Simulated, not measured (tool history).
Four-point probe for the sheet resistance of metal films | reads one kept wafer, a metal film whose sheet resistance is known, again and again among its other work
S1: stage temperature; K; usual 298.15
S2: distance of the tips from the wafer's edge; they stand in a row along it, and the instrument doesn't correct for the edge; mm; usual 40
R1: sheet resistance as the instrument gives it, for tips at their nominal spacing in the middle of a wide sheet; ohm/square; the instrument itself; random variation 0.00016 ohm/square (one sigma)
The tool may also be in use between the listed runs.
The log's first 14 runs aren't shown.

Run 15, hour 603.2: usual settings but S2 11 mm. Result: R1 0.789746 ohm/square.
Run 16, hour 663.3: usual settings. Result: R1 0.789026 ohm/square.
Run 17, hour 715.7: usual settings. Result: R1 0.788961 ohm/square.
Run 18, hour 765.3: usual settings. Result: R1 0.789373 ohm/square.
Run 19, hour 823.8: usual settings but S1 303.15 K, S2 4 mm. Result: R1 0.791611 ohm/square.
Run 20, hour 872.7: usual settings but S1 296.15 K, S2 58 mm. Result: R1 0.791086 ohm/square.
Run 21, hour 917.6: usual settings but S1 306.15 K, S2 67 mm. Result: R1 0.782499 ohm/square.
Run 22, hour 957.4: usual settings but S1 293.15 K, S2 69 mm. Result: R1 0.793702 ohm/square.
Run 23, hour 988.9: usual settings but S1 293.15 K, S2 7 mm. Result: R1 0.795995 ohm/square.
Run 24, hour 1045.4: usual settings but S1 293.15 K, S2 7 mm. Result: R1 0.796137 ohm/square.
Run 25, hour 1099.4: usual settings but S2 72 mm. Result: R1 0.789721 ohm/square.
Run 26, hour 1139.9: usual settings but S1 296.15 K, S2 24 mm. Result: R1 0.791571 ohm/square.
Run 27, hour 1171.0: usual settings but S1 293.15 K. Result: R1 0.794328 ohm/square.
Run 28, hour 1197.7: usual settings but S1 301.15 K. Result: R1 0.787232 ohm/square.
Run 29, hour 1254.8: usual settings but S1 297.15 K. Result: R1 0.791003 ohm/square.
Run 30, hour 1311.2: usual settings but S1 300.15 K. Result: R1 0.788120 ohm/square.
Run 31, hour 1345.2: usual settings but S1 307.15 K. Result: R1 0.782211 ohm/square.
Run 32, hour 1391.1: usual settings but S1 297.15 K, S2 50 mm. Result: R1 0.791198 ohm/square.
Run 33, hour 1443.8: usual settings but S1 297.15 K, S2 50 mm. Result: R1 0.791299 ohm/square.
Run 34, hour 1491.1: usual settings but S1 297.15 K, S2 74 mm. Result: R1 0.791314 ohm/square.
Run 35, hour 1530.2: usual settings but S1 299.15 K, S2 31 mm. Result: R1 0.789740 ohm/square.
Run 36, hour 1569.9: usual settings but S1 295.15 K, S2 19 mm. Result: R1 0.793482 ohm/square.

Forecast each of these 4 alternatives for the next run:
Run A, hour 1624.6: usual settings but S1 304.15 K, S2 48 mm. Result: R1 ?.
Run B, hour 1624.6: usual settings but S2 38 mm. Result: R1 ?.
Run C, hour 1624.6: usual settings but S1 291.15 K, S2 29 mm. Result: R1 ?.
Run D, hour 1624.6: usual settings but S1 300.15 K, S2 7 mm. Result: R1 ?.

run        R1
  A  0.785404
  B  0.790684
  C  0.797250
  D  0.791225
Without the tool's hidden state the same runs would have given:
run        R1
  A  0.777112
  B  0.782332
  C  0.788823
  D  0.782871

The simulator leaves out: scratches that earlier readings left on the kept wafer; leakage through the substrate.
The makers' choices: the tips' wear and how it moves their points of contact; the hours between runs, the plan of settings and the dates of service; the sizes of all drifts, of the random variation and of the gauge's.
